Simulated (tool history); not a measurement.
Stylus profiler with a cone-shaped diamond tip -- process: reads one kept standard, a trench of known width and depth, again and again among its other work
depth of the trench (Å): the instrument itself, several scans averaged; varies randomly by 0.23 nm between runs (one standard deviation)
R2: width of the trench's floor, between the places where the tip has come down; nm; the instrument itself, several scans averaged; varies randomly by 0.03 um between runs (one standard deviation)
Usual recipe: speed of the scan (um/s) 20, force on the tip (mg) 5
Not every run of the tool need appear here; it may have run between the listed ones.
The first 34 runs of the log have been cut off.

{"run": 35, "day": 31.133, "speed of the scan (um/s)": 11, "force on the tip (mg)": 3.85, "depth of the trench (Å)": 10124.3, "R2": 15000}
{"run": 36, "day": 32.392, "speed of the scan (um/s)": 7, "force on the tip (mg)": 5, "depth of the trench (Å)": 10157.6, "R2": 14990}
{"run": 37, "day": 33.062, "speed of the scan (um/s)": 7, "force on the tip (mg)": 5, "depth of the trench (Å)": 10157.7, "R2": 15080}
{"run": 38, "day": 33.821, "speed of the scan (um/s)": 60, "force on the tip (mg)": 10.5, "depth of the trench (Å)": 10286.8, "R2": 14830}
{"run": 39, "day": 34.979, "speed of the scan (um/s)": 11, "force on the tip (mg)": 5, "depth of the trench (Å)": 10156.6, "R2": 14950}
{"run": 40, "day": 35.879, "speed of the scan (um/s)": 11, "force on the tip (mg)": 6.81, "depth of the trench (Å)": 10198.6, "R2": 14930}
{"run": 41, "day": 36.496, "speed of the scan (um/s)": 7, "force on the tip (mg)": 6.16, "depth of the trench (Å)": 10184.6, "R2": 14910}
{"run": 42, "day": 37.375, "speed of the scan (um/s)": 37, "force on the tip (mg)": 5, "depth of the trench (Å)": 10154.4, "R2": 14790}
{"run": 43, "day": 38.283, "speed of the scan (um/s)": 37, "force on the tip (mg)": 5, "depth of the trench (Å)": 10154.1, "R2": 14770}
{"run": 44, "day": 39.55, "speed of the scan (um/s)": 37, "force on the tip (mg)": 5, "depth of the trench (Å)": 10152.1, "R2": 14740}
{"run": 45, "day": 40.342, "speed of the scan (um/s)": 11, "force on the tip (mg)": 9.11, "depth of the trench (Å)": 10244.4, "R2": 14840}
{"run": 46, "day": 41.412, "speed of the scan (um/s)": 11, "force on the tip (mg)": 9.11, "depth of the trench (Å)": 10249.5, "R2": 14830}

Forecast run 47:
{"run": 47, "day": 42.546, "speed of the scan (um/s)": 65, "force on the tip (mg)": 7.3, "depth of the trench (Å)": "?", "R2": "?"}

depth of the trench (Å): 10207.2
R2: 14610 nm
Without the tool's hidden state the same run would have given depth of the trench (Å) 10254.6, R2 16320 nm.
